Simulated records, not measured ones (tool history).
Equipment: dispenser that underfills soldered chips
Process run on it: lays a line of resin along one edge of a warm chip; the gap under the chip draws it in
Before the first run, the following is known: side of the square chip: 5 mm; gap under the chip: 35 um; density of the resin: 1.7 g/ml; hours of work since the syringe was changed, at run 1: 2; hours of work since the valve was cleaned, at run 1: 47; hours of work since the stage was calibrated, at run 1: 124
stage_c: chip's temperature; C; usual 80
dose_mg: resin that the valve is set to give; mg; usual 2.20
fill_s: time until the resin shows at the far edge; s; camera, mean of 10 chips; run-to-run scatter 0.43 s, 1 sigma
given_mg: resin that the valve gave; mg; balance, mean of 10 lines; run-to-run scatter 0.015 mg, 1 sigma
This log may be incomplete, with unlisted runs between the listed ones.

run   hour  stage_c  dose_mg  hours of work since the syringe was changed  hours of work since the valve was cleaned  hours of work since the stage was calibrated  fill_s  given_mg
  1    0.0       80     2.20                                            2                                         47                                           124    33.2      2.08
  2    3.8       93     2.20                                            4                                         50                                           126    21.5      2.10
  3    8.0       80     2.20                                            7                                         52                                           129    42.0      2.09
       9.7  -- new syringe of resin
  4   12.9       80     2.20                                            2                                         55                                           132    32.7      2.07
  5   16.6       75     2.20                                            4                                         57                                           134    46.4      2.07
      22.4  -- new syringe of resin
  6   24.3       80     2.18                                            1                                         62                                           138    32.8      2.05
  7   30.1       80     2.18                                            5                                         66                                           142    38.7      2.03
      35.1  -- new syringe of resin
  8   37.7       80     2.18                                            2                                         70                                           146    32.9      2.02
  9   41.5       68     2.20                                            4                                         72                                           149    63.1      2.02
      47.6  -- new syringe of resin
 10   49.7       68     2.20                                            1                                         77                                           154    55.9      2.04
 11   55.1       80     2.20                                            5                                         80                                           157    38.4      2.02
      60.4  -- new syringe of resin
 12   61.3       80     2.20                                            1                                         84                                           161    31.7      2.03
 13   65.5       80     2.23                                            3                                         87                                           163    36.0      2.04
 14   71.2       80     2.33                                            7                                         90                                           167    43.1      2.10
      72.7  -- new syringe of resin
 15   78.1       80     2.33                                            3                                         94                                           171    35.2      2.08
      81.9  -- dispensing valve cleaned and set on the balance
      86.0  -- new syringe of resin
 16   86.0       80     2.33                                            0                                          2                                           175    30.5      2.31
 17   93.7       80     2.58                                            5                                          7                                           179    36.3      2.54
      98.3  -- new syringe of resin
 18   99.8       80     2.58                                            1                                         11                                           183    30.3      2.56
 19  106.1       80     2.58                                            5                                         14                                           187    36.0      2.53
     110.9  -- new syringe of resin
 20  111.6       80     2.58                                            0                                         18                                           190    30.8      2.54
 21  114.9       80     2.58                                            2                                         20                                           192    33.3      2.54
 22  120.9       72     2.33                                            6                                         23                                           196    58.8      2.28
     123.6  -- new syringe of resin
 23  125.8       80     2.44                                            1                                         26                                           198    31.4      2.36
 24  131.3       82     2.48                                            5                                         30                                           202    33.1      2.41
     136.1  -- new syringe of resin
 25  137.4       78     2.70                                            1                                         33                                           205    32.0      2.62
 26  142.3       68     2.66                                            4                                         36                                           208    59.0      2.55
 27  147.5       86     2.37                                            7                                         39                                           212    31.7      2.27
     148.5  -- new syringe of resin
 28  151.9       87     2.37                                            2                                         42                                           214    24.1      2.29
 29  156.8       89     1.92                                            5                                         45                                           217    27.0      1.83
     161.1  -- new syringe of resin
 30  162.2       89     2.09                                            1                                         48                                           220    20.8      1.99
 31  167.3       89     1.92                                            4                                         51                                           223    25.9      1.81
 32  173.0       84     2.12                                            7                                         55                                           227    36.0      2.01
     174.0  -- new syringe of resin
 33  177.1       93     2.52                                            2                                         57                                           229    18.2      2.36
 34  182.9       95     2.20                                            5                                         60                                           233    20.7      2.08
     186.6  -- new syringe of resin
 35  191.0       95     2.20                                            3                                         65                                           237    17.8      2.08
 36  195.9       71     2.52                                            6                                         68                                           241    56.8      2.34
     199.1  -- new syringe of resin
 37  201.8       94     2.33                                            2                                         72                                           244    18.3      2.18

Hidden state at the last listed run before each entry between runs and at the first one after, where it differs:
Between runs 3 and 4: new syringe of resin (hour 9.7)
  resin's viscosity, % of fresh resin's: 138 -> 108.7; dose that the valve gives, % of what is set: 94.69 -> 94.4; true chip temperature over the reading, C: 0.78 -> 0.8
  measured less the result without the state, fill_s: +10.9 -> +1.9 s; given_mg: -0.11 -> -0.12 mg
Between runs 5 and 6: new syringe of resin (hour 22.4)
  resin's viscosity, % of fresh resin's: 121.4 -> 106.1; dose that the valve gives, % of what is set: 94.17 -> 93.72; true chip temperature over the reading, C: 0.81 -> 0.84
  measured less the result without the state, fill_s: +7.1 -> +1.2 s; given_mg: -0.13 -> -0.14 mg
Between runs 7 and 8: new syringe of resin (hour 35.1)
  resin's viscosity, % of fresh resin's: 126.1 -> 107.3; dose that the valve gives, % of what is set: 93.38 -> 92.92; true chip temperature over the reading, C: 0.86 -> 0.89
  measured less the result without the state, fill_s: +7.3 -> +1.5 s; given_mg: -0.15 -> -0.15 mg
Between runs 9 and 10: new syringe of resin (hour 47.6)
  resin's viscosity, % of fresh resin's: 119.8 -> 105.5; dose that the valve gives, % of what is set: 92.71 -> 92.25; true chip temperature over the reading, C: 0.9 -> 0.93
  measured less the result without the state, fill_s: +9.0 -> +1.4 s; given_mg: -0.16 -> -0.17 mg
Between runs 11 and 12: new syringe of resin (hour 60.4)
  resin's viscosity, % of fresh resin's: 124.1 -> 104.5; dose that the valve gives, % of what is set: 91.9 -> 91.54; true chip temperature over the reading, C: 0.96 -> 0.98
  measured less the result without the state, fill_s: +6.7 -> +0.6 s; given_mg: -0.18 -> -0.19 mg
Between runs 14 and 15: new syringe of resin (hour 72.7)
  resin's viscosity, % of fresh resin's: 140.1 -> 116.4; dose that the valve gives, % of what is set: 90.98 -> 90.6; true chip temperature over the reading, C: 1.02 -> 1.04
  measured less the result without the state, fill_s: +11.3 -> +4.1 s; given_mg: -0.21 -> -0.22 mg
Between runs 15 and 16: dispensing valve cleaned and set on the balance (hour 81.9); new syringe of resin (hour 86.0)
  resin's viscosity, % of fresh resin's: 116.4 -> 100.1; dose that the valve gives, % of what is set: 90.6 -> 99.66; true chip temperature over the reading, C: 1.04 -> 1.07
  measured less the result without the state, fill_s: +4.1 -> -1.4 s; given_mg: -0.22 -> -0.01 mg
Between runs 17 and 18: new syringe of resin (hour 98.3)
  resin's viscosity, % of fresh resin's: 125.7 -> 103; dose that the valve gives, % of what is set: 99.17 -> 98.84; true chip temperature over the reading, C: 1.1 -> 1.13
  measured less the result without the state, fill_s: +6.1 -> -0.6 s; given_mg: -0.02 -> -0.03 mg
Between runs 19 and 20: new syringe of resin (hour 110.9)
  resin's viscosity, % of fresh resin's: 124.2 -> 103.9; dose that the valve gives, % of what is set: 98.49 -> 98.17; true chip temperature over the reading, C: 1.15 -> 1.17
  measured less the result without the state, fill_s: +5.6 -> -0.4 s; given_mg: -0.04 -> -0.05 mg
Between runs 22 and 23: new syringe of resin (hour 123.6)
  resin's viscosity, % of fresh resin's: 137.1 -> 106.4; dose that the valve gives, % of what is set: 97.64 -> 97.36; true chip temperature over the reading, C: 1.2 -> 1.22
  measured less the result without the state, fill_s: +13.7 -> +0.4 s; given_mg: -0.05 -> -0.07 mg
Between runs 24 and 25: new syringe of resin (hour 136.1)
  resin's viscosity, % of fresh resin's: 125.3 -> 102.6; dose that the valve gives, % of what is set: 97.03 -> 96.72; true chip temperature over the reading, C: 1.24 -> 1.26
  measured less the result without the state, fill_s: +5.4 -> -0.9 s; given_mg: -0.07 -> -0.09 mg
Between runs 27 and 28: new syringe of resin (hour 148.5)
  resin's viscosity, % of fresh resin's: 138.2 -> 111.2; dose that the valve gives, % of what is set: 96.14 -> 95.9; true chip temperature over the reading, C: 1.3 -> 1.32
  measured less the result without the state, fill_s: +7.6 -> +1.3 s; given_mg: -0.09 -> -0.09 mg
Between runs 29 and 30: new syringe of resin (hour 161.1)
  resin's viscosity, % of fresh resin's: 128.7 -> 104.3; dose that the valve gives, % of what is set: 95.61 -> 95.3; true chip temperature over the reading, C: 1.34 -> 1.35
  measured less the result without the state, fill_s: +5.2 -> +0.0 s; given_mg: -0.09 -> -0.10 mg
Between runs 32 and 33: new syringe of resin (hour 174.0)
  resin's viscosity, % of fresh resin's: 143.8 -> 109.8; dose that the valve gives, % of what is set: 94.67 -> 94.43; true chip temperature over the reading, C: 1.4 -> 1.41
  measured less the result without the state, fill_s: +9.8 -> +0.8 s; given_mg: -0.11 -> -0.14 mg
Between runs 34 and 35: new syringe of resin (hour 186.6)
  resin's viscosity, % of fresh resin's: 130.5 -> 113.7; dose that the valve gives, % of what is set: 94.08 -> 93.66; true chip temperature over the reading, C: 1.44 -> 1.47
  measured less the result without the state, fill_s: +4.1 -> +1.4 s; given_mg: -0.13 -> -0.13 mg
Between runs 36 and 37: new syringe of resin (hour 199.1)
  resin's viscosity, % of fresh resin's: 131.7 -> 110; dose that the valve gives, % of what is set: 93.36 -> 93.05; true chip temperature over the reading, C: 1.49 -> 1.51
  measured less the result without the state, fill_s: +10.9 -> +0.8 s; given_mg: -0.17 -> -0.16 mg
